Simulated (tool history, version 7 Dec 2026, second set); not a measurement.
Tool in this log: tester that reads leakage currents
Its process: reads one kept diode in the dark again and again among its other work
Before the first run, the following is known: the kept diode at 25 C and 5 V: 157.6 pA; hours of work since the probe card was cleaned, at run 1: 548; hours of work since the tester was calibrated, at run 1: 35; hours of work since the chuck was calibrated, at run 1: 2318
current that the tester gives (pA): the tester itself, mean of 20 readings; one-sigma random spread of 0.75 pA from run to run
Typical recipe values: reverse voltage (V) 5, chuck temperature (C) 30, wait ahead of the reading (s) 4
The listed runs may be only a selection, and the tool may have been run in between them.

run   hour  reverse voltage (V)  chuck temperature (C)  wait ahead of the reading (s)  hours of work since the probe card was cleaned  hours of work since the tester was calibrated  hours of work since the chuck was calibrated  current that the tester gives (pA)
  1      0                    5                     30                              4                                             548                                             35                                          2318                              205.97
      19.4  -- chuck's temperature calibrated
  2   68.6                    5                     30                              4                                             586                                             74                                            29                              255.17
  3  108.1                    5                     30                           1.94                                             610                                             97                                            52                              254.96
  4  156.2                    5                     30                              4                                             638                                            125                                            80                              254.41
  5  194.5                    5                     34                              4                                             660                                            148                                           102                              359.81
  6    243                    5                     34                              4                                             688                                            176                                           131                              357.48
  7  285.4                    5                     29                              4                                             713                                            201                                           156                              233.06
  8  347.1                    5                     29                              4                                             749                                            237                                           192                              232.14
  9    384                    5                     29                              4                                             771                                            259                                           213                              231.05
 10  420.9                    5                     29                              4                                             793                                            280                                           235                              230.93
 11  458.4                    5                     29                              4                                             814                                            302                                           257                              230.23
 12  520.4                 1.84                     40                           0.66                                             851                                            338                                           293                              322.14
 13  550.1                 1.23                     44                           0.66                                             868                                            356                                           310                               350.6
 14  613.5                 1.23                     44                           0.66                                             905                                            393                                           347                              348.55
 15  653.1                 1.23                     44                           9.82                                             928                                            416                                           371                              349.23

Below are 5 alternative next runs, each starting from the tool's condition after run 15. Predict each:
  A  682.8                 4.71                     30                           2.96                                             946                                            433                                           388                                   ?
  B  682.8                 1.88                     23                           9.82                                             946                                            433                                           388                                   ?
  C  682.8                 2.09                     32                              4                                             946                                            433                                           388                                   ?
  D  682.8                 8.54                     53                           4.08                                             946                                            433                                           388                                   ?
  E  682.8                 1.23                     25                           0.38                                             946                                            433                                           388                                   ?

run  current that the tester gives (pA)
  A                              241.86
  B                               74.16
  C                              175.12
  D                             2262.16
  E                               69.46
With no hidden state in the tool, these same runs would have given:
run  current that the tester gives (pA)
  A                              239.62
  B                               72.86
  C                               175.6
  D                             2292.13
  E                               69.05
